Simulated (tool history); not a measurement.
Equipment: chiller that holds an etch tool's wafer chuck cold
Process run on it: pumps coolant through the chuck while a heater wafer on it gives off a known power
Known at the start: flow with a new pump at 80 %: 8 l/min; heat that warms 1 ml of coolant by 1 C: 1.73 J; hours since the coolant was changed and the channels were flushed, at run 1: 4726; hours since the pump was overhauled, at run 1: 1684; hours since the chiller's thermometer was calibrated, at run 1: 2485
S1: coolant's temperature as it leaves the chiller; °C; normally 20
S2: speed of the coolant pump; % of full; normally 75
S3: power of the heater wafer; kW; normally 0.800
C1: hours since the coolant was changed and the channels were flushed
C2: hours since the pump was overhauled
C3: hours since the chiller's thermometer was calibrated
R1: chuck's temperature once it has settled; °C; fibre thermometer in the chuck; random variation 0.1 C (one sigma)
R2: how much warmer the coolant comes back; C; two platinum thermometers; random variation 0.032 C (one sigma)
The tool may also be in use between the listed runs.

Run 1, hour 0.0: usual settings; C1 4726; C2 1684; C3 2485. Result: R1 26.2 °C, R2 3.69 C.
Run 2, hour 49.1: usual settings; C1 4775; C2 1733; C3 2534. Result: R1 26.0 °C, R2 3.75 C.
Run 3, hour 103.2: usual settings; C1 4829; C2 1787; C3 2588. Result: R1 26.2 °C, R2 3.73 C.
Run 4, hour 161.2: usual settings; C1 4887; C2 1845; C3 2646. Result: R1 25.9 °C, R2 3.73 C.
Run 5, hour 203.6: usual settings; C1 4930; C2 1888; C3 2688. Result: R1 26.3 °C, R2 3.67 C.
Run 6, hour 228.4: usual settings; C1 4955; C2 1912; C3 2713. Result: R1 26.0 °C, R2 3.73 C.
Run 7, hour 255.2: usual settings but S2 64 % of full; C1 4981; C2 1939; C3 2740. Result: R1 27.0 °C, R2 4.33 C.
Run 8, hour 291.2: usual settings but S2 64 % of full; C1 5017; C2 1975; C3 2776. Result: R1 26.8 °C, R2 4.31 C.
Run 9, hour 341.4: usual settings but S2 64 % of full; C1 5068; C2 2025; C3 2826. Result: R1 27.0 °C, R2 4.36 C.
Run 10, hour 381.7: usual settings but S1 27 °C, S2 94 % of full, S3 0.420 kW; C1 5108; C2 2066; C3 2866. Result: R1 29.6 °C, R2 1.50 C.
Run 11, hour 426.7: usual settings but S1 27 °C, S2 90 % of full, S3 0.420 kW; C1 5153; C2 2111; C3 2911. Result: R1 29.8 °C, R2 1.67 C.
Run 12, hour 459.9: usual settings but S1 13 °C, S2 91 % of full, S3 0.647 kW; C1 5186; C2 2144; C3 2945. Result: R1 17.3 °C, R2 2.50 C.
Run 13, hour 498.4: usual settings but S1 13 °C, S2 91 % of full, S3 0.647 kW; C1 5225; C2 2182; C3 2983. Result: R1 17.1 °C, R2 2.45 C.
Run 14, hour 557.9: usual settings but S1 15 °C, S2 81 % of full, S3 0.515 kW; C1 5284; C2 2242; C3 3043. Result: R1 18.6 °C, R2 2.28 C.
Run 15, hour 588.3: usual settings but S1 15 °C, S2 81 % of full, S3 0.515 kW; C1 5315; C2 2272; C3 3073. Result: R1 18.7 °C, R2 2.15 C.
Run 16, hour 633.5: usual settings but S2 80 % of full, S3 1.139 kW; C1 5360; C2 2317; C3 3118. Result: R1 28.4 °C, R2 4.97 C.
Run 17, hour 683.4: usual settings but S2 81 % of full, S3 1.088 kW; C1 5410; C2 2367; C3 3168. Result: R1 27.8 °C, R2 4.67 C.
Run 18, hour 721.3: usual settings but S1 17 °C, S2 62 % of full, S3 0.863 kW; C1 5448; C2 2405; C3 3206. Result: R1 24.6 °C, R2 4.81 C.

Consider 3 possible next runs. They are alternatives, not a sequence: every one starts from the tool as it was left by run 18. What does each give?
Run A, hour 763.0: usual settings but S3 0.546 kW; C1 5489; C2 2447; C3 3248. Result: R1 ?, R2 ?.
Run B, hour 763.0: usual settings but S1 28 °C, S3 0.956 kW; C1 5489; C2 2447; C3 3248. Result: R1 ?, R2 ?.
Run C, hour 763.0: usual settings but S1 17 °C, S2 70 % of full, S3 0.863 kW; C1 5489; C2 2447; C3 3248. Result: R1 ?, R2 ?.

run    R1    R2
  A  24.1  2.59
  B  35.4  4.39
  C  24.0  4.33
Stripped of hidden state, with their random variation kept, the same runs would have yielded:
run    R1    R2
  A  24.1  2.59
  B  35.4  4.39
  C  24.0  4.33

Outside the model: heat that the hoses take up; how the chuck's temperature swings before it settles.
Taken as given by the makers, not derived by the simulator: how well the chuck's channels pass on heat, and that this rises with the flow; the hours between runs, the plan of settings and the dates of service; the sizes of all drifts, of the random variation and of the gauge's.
